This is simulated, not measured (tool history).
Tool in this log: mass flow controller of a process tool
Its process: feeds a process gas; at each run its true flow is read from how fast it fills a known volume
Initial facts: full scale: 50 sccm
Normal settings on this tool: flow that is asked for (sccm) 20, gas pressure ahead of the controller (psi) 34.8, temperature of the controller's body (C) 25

run   hour  flow that is asked for (sccm)  gas pressure ahead of the controller (psi)  temperature of the controller's body (C)  true flow (%)
  1    0.0                             20                                        34.8                                        25          97.73
  2   91.2                             20                                        34.8                                        25          97.74
  3  201.4                             20                                        34.8                                        25          97.75
  4  306.9                             20                                        34.8                                        25          97.65
  5  369.8                             20                                        32.1                                        25          97.91
  6  499.2                             20                                        34.8                                        24          97.78
  7  607.9                             20                                        39.5                                        32          96.63
     617.7  -- controller's zero set anew
  8  676.7                             20                                        24.7                                        37          97.18
  9  801.4                              9                                        26.5                                        22         100.00
     847.1  -- controller's zero set anew, once more
 10  889.7                             20                                        34.8                                        33          95.83

Each row is a separate what-if for the run after 10, all from the same tool condition, not one after another. Results?
  A  1015.1                             11                                        27.4                                        28              ?
  B  1015.1                             44                                        34.8                                        33              ?
  C  1015.1                             20                                        34.8                                        20              ?
  D  1015.1                             10                                        30.2                                        24              ?
  E  1015.1                             24                                        34.8                                        36              ?

run  true flow (%)
  A          96.18
  B          96.97
  C          97.11
  D          96.40
  E          95.69
The same runs, with their run-to-run variation unchanged, on a tool lacking any hidden condition would have given:
run  true flow (%)
  A          97.48
  B          98.42
  C          98.50
  D          97.68
  E          97.09
